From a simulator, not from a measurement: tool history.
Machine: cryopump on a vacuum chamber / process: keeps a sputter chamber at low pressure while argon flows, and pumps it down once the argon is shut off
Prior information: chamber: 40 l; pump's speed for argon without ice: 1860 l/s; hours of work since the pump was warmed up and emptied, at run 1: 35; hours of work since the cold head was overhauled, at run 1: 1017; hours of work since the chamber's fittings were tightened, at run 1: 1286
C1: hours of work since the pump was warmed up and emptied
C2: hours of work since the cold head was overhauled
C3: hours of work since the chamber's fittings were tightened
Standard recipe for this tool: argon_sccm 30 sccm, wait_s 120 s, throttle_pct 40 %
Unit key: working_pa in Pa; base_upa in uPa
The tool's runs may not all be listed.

run 1 hour=0 | argon_sccm=30 wait_s=120 throttle_pct=40 | C1=35 C2=1017 C3=1286 | working_pa=0.0696 base_upa=1.98
run 2 hour=34.9 | argon_sccm=30 wait_s=120 throttle_pct=40 | C1=61 C2=1043 C3=1312 | working_pa=0.0697 base_upa=2.09
run 3 hour=108.8 | argon_sccm=30 wait_s=120 throttle_pct=40 | C1=117 C2=1098 C3=1367 | working_pa=0.0708 base_upa=2.25
run 4 hour=188.9 | argon_sccm=30 wait_s=120 throttle_pct=40 | C1=177 C2=1158 C3=1427 | working_pa=0.0715 base_upa=2.34
run 5 hour=263.4 | argon_sccm=30 wait_s=120 throttle_pct=40 | C1=233 C2=1214 C3=1483 | working_pa=0.0739 base_upa=2.47
-- hour=281.2 leaking fittings of the chamber tightened, without venting
run 6 hour=326.2 | argon_sccm=52 wait_s=120 throttle_pct=40 | C1=279 C2=1260 C3=34 | working_pa=0.1298 base_upa=0.78
run 7 hour=402.4 | argon_sccm=52 wait_s=120 throttle_pct=40 | C1=336 C2=1317 C3=91 | working_pa=0.1334 base_upa=0.87
run 8 hour=483.1 | argon_sccm=30 wait_s=20 throttle_pct=40 | C1=397 C2=1378 C3=152 | working_pa=0.0786 base_upa=3.67

For run 9, what comes out?
-- hour=530.3 pump warmed up, emptied and cooled again
run 9 hour=537.9 | argon_sccm=30 wait_s=84 throttle_pct=53 | C1=6 C2=1415 C3=189 | working_pa=? base_upa=?

Run 9 produced working_pa 0.0522 Pa, base_upa 1.13 uPa.
Without the tool's hidden state the same run would have given working_pa 0.0516 Pa, base_upa 0.92 uPa.
